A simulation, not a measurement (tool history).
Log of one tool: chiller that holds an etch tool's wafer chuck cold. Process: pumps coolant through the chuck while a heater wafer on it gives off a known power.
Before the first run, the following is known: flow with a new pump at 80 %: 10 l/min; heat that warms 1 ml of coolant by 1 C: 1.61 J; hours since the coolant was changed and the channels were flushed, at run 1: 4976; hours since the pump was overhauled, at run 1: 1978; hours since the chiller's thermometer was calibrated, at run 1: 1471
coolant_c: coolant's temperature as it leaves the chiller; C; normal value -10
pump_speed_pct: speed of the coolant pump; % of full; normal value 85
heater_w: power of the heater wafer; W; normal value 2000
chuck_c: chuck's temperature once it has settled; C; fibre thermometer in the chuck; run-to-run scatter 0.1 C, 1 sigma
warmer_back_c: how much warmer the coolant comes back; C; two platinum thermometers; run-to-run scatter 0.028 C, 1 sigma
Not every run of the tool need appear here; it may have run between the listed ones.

run	hour	coolant_c	pump_speed_pct	heater_w	hours since the coolant was changed and the channels were flushed	hours since the pump was overhauled	hours since the chiller's thermometer was calibrated	chuck_c	warmer_back_c
1	0	-10	85	2000	4976	1978	1471	8	7
2	59.2	-10	85	1479	5036	2037	1531	3	5.17
3	115.4	-10	85	1479	5092	2093	1587	3.2	5.13
4	154	-10	85	1479	5130	2132	1625	3.3	5.15
5	218.6	-10	85	1479	5195	2196	1690	3.4	5.12
6	276.4	-10	85	1479	5253	2254	1748	3.4	5.12
7	332.6	-10	85	1479	5309	2310	1804	3	5.1
8	364.5	-10	85	2000	5341	2342	1836	8	6.93
9	430.9	-10	85	2000	5407	2409	1902	7.8	6.94
10	460.3	-10	85	2000	5437	2438	1932	7.9	6.89
11	507.3	-10	85	2000	5484	2485	1979	8	6.97
12	544.6	-10	85	2000	5521	2522	2016	7.9	6.91
13	576.3	-10	85	2000	5553	2554	2048	7.8	6.9
14	643.9	-10	85	2000	5620	2622	2115	8	6.82
15	702.3	-10	85	2000	5679	2680	2174	7.9	6.86
16	756.2	-10	85	2000	5733	2734	2228	7.9	6.81
17	784.4	-3	75	2000	5761	2762	2256	16.8	7.9
# hour 853.8: chiller's thermometer calibrated
18	853.8	-11	61	2632	5829	2831	0	19.7	13.04
19	916.2	-11	61	2632	5892	2893	62	19.5	13.03
# hour 943: coolant changed, channels flushed
20	987.8	-11	61	2632	45	2959	128	19.4	13.02
21	1026	-19	90	1934	83	2997	166	-2.4	6.18
22	1076.2	-19	90	1934	133	3047	216	-2.4	6.15
23	1121.1	-7	78	1018	178	3092	261	2.6	3.69
24	1154.3	-6	78	1437	211	3125	294	7.7	5.26
25	1187.1	-12	81	1118	244	3158	327	-1.7	3.9
# hour 1193.3: gauge calibrated
26	1222.3	-1	81	1245	279	3193	363	10.5	4.61
27	1277.1	-10	73	1817	334	3248	417	8.5	7.46
28	1329.6	-2	88	2000	387	3300	470	15.4	6.71
29	1394.6	-2	88	2000	452	3365	535	15.6	6.76
30	1432	-20	73	2000	489	3403	572	0.3	8.17
31	1461.5	-20	73	2000	519	3432	602	0.1	8.26
32	1503.7	-10	73	1818	561	3474	644	8.4	7.46

Pick out some run-to-run changes in warmer_back_c. Of each, how much would a tool without hidden state show as well, from the settings, what came in and chance, and how much is left for the hidden state and any gauge scatter not in both results compared?
The hidden state here: heat passed by the chuck's channels, % of clean ones'; flow at a given pump speed, % of a new pump's; coolant's true temperature over the reading, C; drift of the gauge itself on chuck_c, C; drift of the gauge itself on warmer_back_c, C.
Run 2 -> 3: nothing adjusted, nothing logged. warmer_back_c -0.04 C: hidden state -0.02, all else -0.02.
Run 6 -> 7: nothing adjusted, nothing logged. warmer_back_c -0.02 C: hidden state -0.02, all else +0.
Run 17 -> 18: coolant_c -3 -> -11, pump_speed_pct 75 -> 61, heater_w 2000 -> 2632, chiller's thermometer calibrated. warmer_back_c +5.14 C: hidden state -0.02, all else +5.16.
Run 20 -> 21: coolant_c -11 -> -19, pump_speed_pct 61 -> 90, heater_w 2632 -> 1934. warmer_back_c -6.84 C: hidden state -0.01, all else -6.83.
Run 25 -> 26: coolant_c -12 -> -1, heater_w 1118 -> 1245, gauge calibrated. warmer_back_c +0.71 C: hidden state +0.24, all else +0.47.
Run 26 -> 27: coolant_c -1 -> -10, pump_speed_pct 81 -> 73, heater_w 1245 -> 1817. warmer_back_c +2.85 C: hidden state -0.02, all else +2.87.
